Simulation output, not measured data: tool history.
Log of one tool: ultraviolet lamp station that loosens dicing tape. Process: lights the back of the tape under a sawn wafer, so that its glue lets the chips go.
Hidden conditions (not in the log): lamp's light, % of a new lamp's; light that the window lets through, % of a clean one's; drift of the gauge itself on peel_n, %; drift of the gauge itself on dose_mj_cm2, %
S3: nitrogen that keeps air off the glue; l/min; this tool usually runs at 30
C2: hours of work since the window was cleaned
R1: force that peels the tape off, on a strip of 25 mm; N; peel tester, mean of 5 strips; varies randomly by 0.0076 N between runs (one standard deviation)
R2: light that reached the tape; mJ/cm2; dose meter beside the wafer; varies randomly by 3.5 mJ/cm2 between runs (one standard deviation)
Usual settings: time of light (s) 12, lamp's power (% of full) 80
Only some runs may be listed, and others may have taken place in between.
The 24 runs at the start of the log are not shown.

run 25 hour=704 | time_of_light_(s)=19 lamp's_power_(%_of_full)=80 S3=27 | hours_of_work_of_the_lamp=604 C2=196 | R1=0.181 R2=727
run 26 hour=737.1 | time_of_light_(s)=19 lamp's_power_(%_of_full)=80 S3=27 | hours_of_work_of_the_lamp=627 C2=219 | R1=0.192 R2=712
run 27 hour=756.9 | time_of_light_(s)=19 lamp's_power_(%_of_full)=72 S3=27 | hours_of_work_of_the_lamp=640 C2=233 | R1=0.256 R2=636
run 28 hour=785.7 | time_of_light_(s)=23 lamp's_power_(%_of_full)=61 S3=27 | hours_of_work_of_the_lamp=660 C2=252 | R1=0.251 R2=648
run 29 hour=826.9 | time_of_light_(s)=10 lamp's_power_(%_of_full)=83 S3=24 | hours_of_work_of_the_lamp=689 C2=281 | R1=0.79 R2=370
run 30 hour=865.1 | time_of_light_(s)=10 lamp's_power_(%_of_full)=83 S3=24 | hours_of_work_of_the_lamp=715 C2=308 | R1=0.836 R2=370
run 31 hour=894.1 | time_of_light_(s)=10 lamp's_power_(%_of_full)=83 S3=24 | hours_of_work_of_the_lamp=736 C2=328 | R1=0.83 R2=363
run 32 hour=917.4 | time_of_light_(s)=10 lamp's_power_(%_of_full)=83 S3=24 | hours_of_work_of_the_lamp=752 C2=344 | R1=0.864 R2=361
run 33 hour=956.9 | time_of_light_(s)=10 lamp's_power_(%_of_full)=83 S3=24 | hours_of_work_of_the_lamp=779 C2=372 | R1=0.892 R2=357
run 34 hour=995.3 | time_of_light_(s)=10 lamp's_power_(%_of_full)=83 S3=24 | hours_of_work_of_the_lamp=806 C2=398 | R1=0.872 R2=353
run 35 hour=1021.8 | time_of_light_(s)=15 lamp's_power_(%_of_full)=83 S3=18 | hours_of_work_of_the_lamp=824 C2=417 | R1=0.582 R2=521
run 36 hour=1062 | time_of_light_(s)=11 lamp's_power_(%_of_full)=83 S3=15 | hours_of_work_of_the_lamp=852 C2=445 | R1=1.078 R2=375
run 37 hour=1084.8 | time_of_light_(s)=10 lamp's_power_(%_of_full)=70 S3=41 | hours_of_work_of_the_lamp=868 C2=460 | R1=0.946 R2=284
run 38 hour=1118.6 | time_of_light_(s)=10 lamp's_power_(%_of_full)=70 S3=41 | hours_of_work_of_the_lamp=892 C2=484 | R1=0.991 R2=278
run 39 hour=1151.3 | time_of_light_(s)=10 lamp's_power_(%_of_full)=75 S3=44 | hours_of_work_of_the_lamp=914 C2=507 | R1=0.853 R2=295
run 40 hour=1182.6 | time_of_light_(s)=15 lamp's_power_(%_of_full)=64 S3=20 | hours_of_work_of_the_lamp=936 C2=528 | R1=0.959 R2=372
run 41 hour=1202.6 | time_of_light_(s)=22 lamp's_power_(%_of_full)=97 S3=30 | hours_of_work_of_the_lamp=950 C2=542 | R1=0.126 R2=838
run 42 hour=1223.2 | time_of_light_(s)=12 lamp's_power_(%_of_full)=65 S3=54 | hours_of_work_of_the_lamp=964 C2=557 | R1=0.759 R2=300

Consider 3 possible next runs. They are alternatives, not a sequence: every one starts from the tool as it was left by run 42. What does each give?
run A hour=1249.2 | time_of_light_(s)=12 lamp's_power_(%_of_full)=94 S3=30 | hours_of_work_of_the_lamp=982 C2=575 | R1=? R2=?
run B hour=1249.2 | time_of_light_(s)=10 lamp's_power_(%_of_full)=80 S3=9 | hours_of_work_of_the_lamp=982 C2=575 | R1=? R2=?
run C hour=1249.2 | time_of_light_(s)=12 lamp's_power_(%_of_full)=65 S3=11 | hours_of_work_of_the_lamp=982 C2=575 | R1=? R2=?

run=A R1=0.563 R2=430
run=B R1=1.742 R2=301
run=C R1=1.662 R2=293
Without the tool's unlogged condition, the same runs would have read:
run=A R1=0.193 R2=689
run=B R1=1.008 R2=484
run=C R1=0.932 R2=472
